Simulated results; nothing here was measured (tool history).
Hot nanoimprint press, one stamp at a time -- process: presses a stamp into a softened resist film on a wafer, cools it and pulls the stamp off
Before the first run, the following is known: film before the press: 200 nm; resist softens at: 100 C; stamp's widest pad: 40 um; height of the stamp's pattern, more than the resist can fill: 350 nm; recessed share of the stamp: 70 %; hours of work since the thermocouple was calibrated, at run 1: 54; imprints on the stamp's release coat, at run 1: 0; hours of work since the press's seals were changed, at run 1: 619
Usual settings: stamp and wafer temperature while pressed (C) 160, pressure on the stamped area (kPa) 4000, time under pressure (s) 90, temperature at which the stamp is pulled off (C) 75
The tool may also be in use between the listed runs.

run	hour	stamp and wafer temperature while pressed (C)	pressure on the stamped area (kPa)	time under pressure (s)	temperature at which the stamp is pulled off (C)	hours of work since the thermocouple was calibrated	imprints on the stamp's release coat	hours of work since the press's seals were changed	resist left under the stamp's widest pad (Å)	greatest force while the stamp is pulled off (N)
1	0.0	160	4000	90	75	54	0	619	1059	197
2	21.5	160	4000	90	61	68	60	633	1033	260
3	64.7	155	4000	90	75	96	181	661	1302	210
4	93.2	155	4000	90	75	114	261	679	1286	214
5	140.8	155	4000	90	75	145	395	710	1275	216
6	174.6	166	4000	90	75	167	489	732	819	221
7	222.1	166	4000	90	75	197	622	762	839	235
8	244.7	160	4000	90	75	212	686	777	1073	242
9	273.9	160	4000	90	76	231	767	796	1077	245
10	314.3	160	2640	90	75	257	880	822	1307	257
11	359.9	160	2640	90	75	286	1008	851	1320	260
12	398.6	160	2640	90	75	311	1117	876	1312	272
13	431.3	160	2640	90	75	332	1208	897	1320	271
14	477.8	160	2920	90	75	362	1338	927	1276	281
# hour 498.8: plate thermocouple calibrated
15	509.8	160	4480	90	75	7	1420	945	985	281
16	539.9	160	4000	134	75	26	1504	965	922	290
17	586.1	159	5580	67	61	56	1633	994	1032	392
# hour 625.1: press's hydraulic seals changed and the load cell set to zero
18	643.0	159	5580	67	61	88	1770	12	993	419
19	684.1	160	4000	90	77	114	1885	38	1011	291
20	724.3	166	4000	130	82	140	1998	64	704	270
21	750.7	167	4000	83	82	157	2072	81	812	281
22	784.3	160	4790	90	69	179	2166	102	936	391
23	816.3	155	4000	90	62	199	2256	123	1291	466
# hour 844.8: stamp cleaned and given a new release coat
24	854.7	155	3590	90	62	220	27	144	1313	256
25	889.9	155	3590	90	62	243	126	166	1365	265
26	922.5	155	3590	90	62	264	217	187	1335	271
27	949.6	155	3590	71	81	281	293	205	1433	186
28	984.6	155	3590	71	81	303	391	227	1423	194
29	1005.0	155	3590	71	81	317	448	240	1431	190
30	1049.9	167	3590	92	81	345	574	269	854	208
31	1084.6	160	4000	69	75	368	671	292	1159	240

Describe how what the log doesn't record of the tool's condition differs between the last listed run preceding each entry between runs and the first listed run following it.
Between runs 14 and 15: plate thermocouple calibrated (hour 498.8)
  true temperature over the reading, C: -1.55 -> -0.26; pressure that arrives at the usual setting, %: 94.17 -> 94.06; grip of the stamp's worn release coat, % over a new coat's: 44.3 -> 47.2
  measured value less the no-hidden-state value, resist left under the stamp's widest pad (Å): +95 -> +46; greatest force while the stamp is pulled off (N): +93 -> +91
Between runs 17 and 18: press's hydraulic seals changed and the load cell set to zero (hour 625.1)
  true temperature over the reading, C: -0.43 -> -0.54; pressure that arrives at the usual setting, %: 93.74 -> 99.57; grip of the stamp's worn release coat, % over a new coat's: 54.8 -> 59.8
  measured value less the no-hidden-state value, resist left under the stamp's widest pad (Å): +67 -> +26; greatest force while the stamp is pulled off (N): +140 -> +160
Between runs 23 and 24: stamp cleaned and given a new release coat (hour 844.8)
  true temperature over the reading, C: -0.93 -> -1; pressure that arrives at the usual setting, %: 98.84 -> 98.7; grip of the stamp's worn release coat, % over a new coat's: 77.9 -> 0.8
  measured value less the no-hidden-state value, resist left under the stamp's widest pad (Å): +52 -> +53; greatest force while the stamp is pulled off (N): +209 -> +6
